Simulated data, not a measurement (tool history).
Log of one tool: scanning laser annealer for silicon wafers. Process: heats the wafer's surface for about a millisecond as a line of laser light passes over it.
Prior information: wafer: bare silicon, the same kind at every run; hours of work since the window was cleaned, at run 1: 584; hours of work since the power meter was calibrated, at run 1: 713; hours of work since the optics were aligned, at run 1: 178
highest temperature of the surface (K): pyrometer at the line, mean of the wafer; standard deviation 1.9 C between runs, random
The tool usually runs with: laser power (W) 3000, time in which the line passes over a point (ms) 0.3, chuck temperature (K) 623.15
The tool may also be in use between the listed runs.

run	hour	laser power (W)	time in which the line passes over a point (ms)	chuck temperature (K)	hours of work since the window was cleaned	hours of work since the power meter was calibrated	hours of work since the optics were aligned	highest temperature of the surface (K)
1	0	3000	0.3	623.15	584	713	178	1378.15
2	75.5	3000	0.3	623.15	634	763	228	1379.15
# hour 83.9: window over the wafer cleaned
3	118.7	3000	0.221	623.15	23	790	255	1287.15
4	192.1	3000	0.3	623.15	71	839	303	1390.15
5	272.5	3000	0.3	623.15	124	892	356	1391.15
6	319.1	3000	0.3	623.15	155	922	387	1392.15
7	405.5	2742	0.345	598.15	212	979	444	1351.15
8	488.2	2742	0.345	598.15	266	1034	499	1344.15
9	529.6	3000	0.3	612.15	294	1061	526	1372.15
10	600.7	3000	0.3	612.15	341	1108	573	1369.15
11	675.4	3192	0.3	614.15	390	1157	622	1415.15

Here are 5 independent what-if runs from the current tool condition. What would each one return?
A	729.4	2637	0.364	623.15	425	1193	658	?
B	729.4	3216	0.256	623.15	425	1193	658	?
C	729.4	2736	0.3	628.15	425	1193	658	?
D	729.4	2855	0.364	644.15	425	1193	658	?
E	729.4	2574	0.255	614.15	425	1193	658	?

run	highest temperature of the surface (K)
A	1361.15
B	1367.15
C	1321.15
D	1436.15
E	1219.15
Without the tool's hidden state the same runs would have given:
run	highest temperature of the surface (K)
A	1385.15
B	1392.15
C	1344.15
D	1462.15
E	1240.15

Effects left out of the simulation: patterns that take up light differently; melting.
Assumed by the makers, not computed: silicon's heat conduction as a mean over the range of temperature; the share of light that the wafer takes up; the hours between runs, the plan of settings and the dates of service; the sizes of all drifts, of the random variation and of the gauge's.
